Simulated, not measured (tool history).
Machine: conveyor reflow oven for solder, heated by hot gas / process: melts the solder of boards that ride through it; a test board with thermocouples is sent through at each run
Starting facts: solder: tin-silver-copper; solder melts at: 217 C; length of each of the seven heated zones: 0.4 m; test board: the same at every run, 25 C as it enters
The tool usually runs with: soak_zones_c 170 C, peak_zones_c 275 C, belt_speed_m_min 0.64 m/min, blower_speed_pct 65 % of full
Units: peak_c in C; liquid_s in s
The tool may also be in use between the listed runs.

run   hour  soak_zones_c  peak_zones_c  belt_speed_m_min  blower_speed_pct  peak_c  liquid_s
  1      0           170           275              0.64                65   259.2      60.1
  2   10.8           170           275              0.64                65   259.5      60.1
  3   25.4           167           275              0.64                65   258.5      59.2
  4   46.4           167           275              0.64                65   258.6      59.3
  5   57.7           170           275              0.64                65   259.4      59.9
  6   76.9           170           275              0.64                65     259      59.7
  7  100.7           170           275             0.669                65   257.4      57.1
  8  112.6           170           275              0.64                65   258.8      60.4
     119.3  -- flux residue cleaned out of gas plates and filters
  9  132.4           170           275             0.683                65   259.5      56.6
 10  146.5           170           275             0.683                65   259.7      56.7
     152.5  -- belt drive overhauled, speed set with a stopwatch
 11  170.8           170           264              0.64                65   251.7      56.6
 12  188.1           170           275              0.64                65   261.9      61.9
     202.4  -- belt drive overhauled, speed set with a stopwatch, once more
 13  210.2           170           275              0.64                65   261.2      60.6
 14  221.6           170           275              0.64                65   261.1      60.6
 15  243.2           168           270             0.539                58   259.3      71.9
 16  257.9           175           270             0.539                58   259.9      74.5
 17  270.4           174           280             0.636                63   265.5      65.2
 18  291.4           156           275              0.64                59   256.5      53.9
 19  306.4           156           275              0.64                59   256.8      53.5
 20  316.4           156           287              0.64                53   265.5      58.1
 21  336.2           156           287              0.64                53   264.6      58.4
 22  350.6           159           285             0.664                53     262      55.3
 23  369.5           160           265             0.655                56   246.9      45.3
 24  385.9           160           265             0.655                56     246      45.7

Predict each of these 4 candidate next runs independently; none follows another, all start after run 24:
  A  399.3           184           265             0.659                56       ?         ?
  B  399.3           168           265             0.655                56       ?         ?
  C  399.3           170           275              0.64                66       ?         ?
  D  399.3           157           265             0.637                60       ?         ?

run  peak_c  liquid_s
  A   250.9      57.1
  B   247.8      49.1
  C   260.6      60.2
  D   247.8        48
What these runs would have given with no unlogged condition in the tool:
run  peak_c  liquid_s
  A   251.4      57.8
  B   248.5      50.1
  C   261.5      60.9
  D   248.7      49.3
